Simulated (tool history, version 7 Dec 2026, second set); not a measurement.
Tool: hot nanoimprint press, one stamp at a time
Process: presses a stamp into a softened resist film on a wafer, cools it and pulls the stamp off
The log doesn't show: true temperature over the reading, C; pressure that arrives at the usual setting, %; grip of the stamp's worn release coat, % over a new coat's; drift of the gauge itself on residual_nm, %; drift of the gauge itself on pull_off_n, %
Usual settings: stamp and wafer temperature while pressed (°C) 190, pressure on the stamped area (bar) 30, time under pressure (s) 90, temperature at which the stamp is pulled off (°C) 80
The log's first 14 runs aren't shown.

run	day	stamp and wafer temperature while pressed (°C)	pressure on the stamped area (bar)	time under pressure (s)	temperature at which the stamp is pulled off (°C)	hours of work since the thermocouple was calibrated	imprints on the stamp's release coat	hours of work since the press's seals were changed	resist left under the stamp's widest pad (nm)	greatest force while the stamp is pulled off (N)
15	16.333	190	30	90	79	195	296	520	164.4	159
16	17.25	181	30	90	80	207	370	533	196.8	163
17	18.038	181	30	90	80	218	434	544	196.6	161
18	19.079	190	30	90	80	233	518	559	164.7	160
19	20.421	183	30	90	80	252	626	578	188.6	168
20	21.096	190	23.5	90	66	261	681	587	180.7	191
21	21.925	190	23.5	90	66	273	747	599	180.4	200
22	22.962	197	47.3	95	87	287	831	613	113.7	156
# day 23.412: plate thermocouple calibrated
# day 24.354: stamp cleaned and given a new release coat
23	24.354	197	47.3	95	87	10	0	627	116.2	137
24	25.271	187	26.5	170	84	22	74	640	151.9	149
25	25.954	190	30	114	80	32	130	650	155.2	153
26	27.271	194	30	90	74	50	236	668	154.7	167
27	28.15	194	43.2	48	74	63	307	681	165.4	172
28	29.642	196	43.2	56	74	84	427	701	149.7	173
29	30.433	199	29	80	77	95	491	712	148	169
30	31.317	199	29	80	77	107	563	725	147.6	169

Forecast each of these 3 alternatives for the next run:
A	32.096	199	29	80	66	118	626	736	?	?
B	32.096	199	29	80	86	118	626	736	?	?
C	32.096	189	29	80	77	118	626	736	?	?

run	resist left under the stamp's widest pad (nm)	greatest force while the stamp is pulled off (N)
A	146.8	194
B	148	154
C	179.4	174
Without the tool's hidden state the same runs would have given:
run	resist left under the stamp's widest pad (nm)	greatest force while the stamp is pulled off (N)
A	145.3	180
B	146.5	143
C	178	161
